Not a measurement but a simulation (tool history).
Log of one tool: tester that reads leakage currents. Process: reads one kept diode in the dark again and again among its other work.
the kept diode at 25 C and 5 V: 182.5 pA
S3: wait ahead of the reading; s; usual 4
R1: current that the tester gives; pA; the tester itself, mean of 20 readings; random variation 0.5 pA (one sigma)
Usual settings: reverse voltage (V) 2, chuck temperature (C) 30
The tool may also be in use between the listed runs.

{"run": 1, "day": 0.0, "reverse voltage (V)": 2, "chuck temperature (C)": 30, "S3": 4, "R1": 195.06}
{"run": 2, "day": 5.158, "reverse voltage (V)": 2, "chuck temperature (C)": 30, "S3": 4, "R1": 195.83}
{"day": 9.642, "done": "chuck's temperature calibrated"}
{"day": 10.438, "done": "probe card cleaned and baked"}
{"run": 3, "day": 13.175, "reverse voltage (V)": 2, "chuck temperature (C)": 30, "S3": 4, "R1": 168.84}
{"run": 4, "day": 19.217, "reverse voltage (V)": 2, "chuck temperature (C)": 30, "S3": 4, "R1": 169.35}
{"run": 5, "day": 24.879, "reverse voltage (V)": 2, "chuck temperature (C)": 30, "S3": 4, "R1": 170.56}
{"run": 6, "day": 32.45, "reverse voltage (V)": 2, "chuck temperature (C)": 30, "S3": 4, "R1": 172.81}
{"run": 7, "day": 40.221, "reverse voltage (V)": 2, "chuck temperature (C)": 30, "S3": 4, "R1": 173.57}
{"day": 41.008, "done": "tester calibrated"}
{"run": 8, "day": 46.992, "reverse voltage (V)": 2, "chuck temperature (C)": 20, "S3": 4, "R1": 73.41}
{"run": 9, "day": 54.929, "reverse voltage (V)": 2, "chuck temperature (C)": 30, "S3": 0.5, "R1": 176.88}
{"run": 10, "day": 61.55, "reverse voltage (V)": 16.57, "chuck temperature (C)": 25, "S3": 0.72, "R1": 392.57}
{"run": 11, "day": 68.317, "reverse voltage (V)": 19.95, "chuck temperature (C)": 23, "S3": 8.03, "R1": 364.08}
{"run": 12, "day": 73.983, "reverse voltage (V)": 2, "chuck temperature (C)": 43, "S3": 2.64, "R1": 512.26}
{"run": 13, "day": 77.938, "reverse voltage (V)": 4.31, "chuck temperature (C)": 56, "S3": 4, "R1": 2096.57}

4 ways to go on from here, each from the tool as it stands after run 13. What would each give?
{"day": 82.121, "done": "tester calibrated, once more"}
{"run": "A", "day": 82.929, "reverse voltage (V)": 14.7, "chuck temperature (C)": 36, "S3": 1.25, "R1": "?"}
{"day": 82.121, "done": "tester calibrated, once more"}
{"run": "B", "day": 82.929, "reverse voltage (V)": 5.6, "chuck temperature (C)": 56, "S3": 3.04, "R1": "?"}
{"day": 82.121, "done": "tester calibrated, once more"}
{"run": "C", "day": 82.929, "reverse voltage (V)": 1.12, "chuck temperature (C)": 30, "S3": 4, "R1": "?"}
{"day": 82.121, "done": "tester calibrated, once more"}
{"run": "D", "day": 82.929, "reverse voltage (V)": 10.31, "chuck temperature (C)": 30, "S3": 3.6, "R1": "?"}

run=A R1=918
run=B R1=2421.74
run=C R1=129.66
run=D R1=456.65
Without the tool's hidden state the same runs would have given:
run=A R1=852.35
run=B R1=2275.91
run=C R1=120.31
run=D R1=421.89

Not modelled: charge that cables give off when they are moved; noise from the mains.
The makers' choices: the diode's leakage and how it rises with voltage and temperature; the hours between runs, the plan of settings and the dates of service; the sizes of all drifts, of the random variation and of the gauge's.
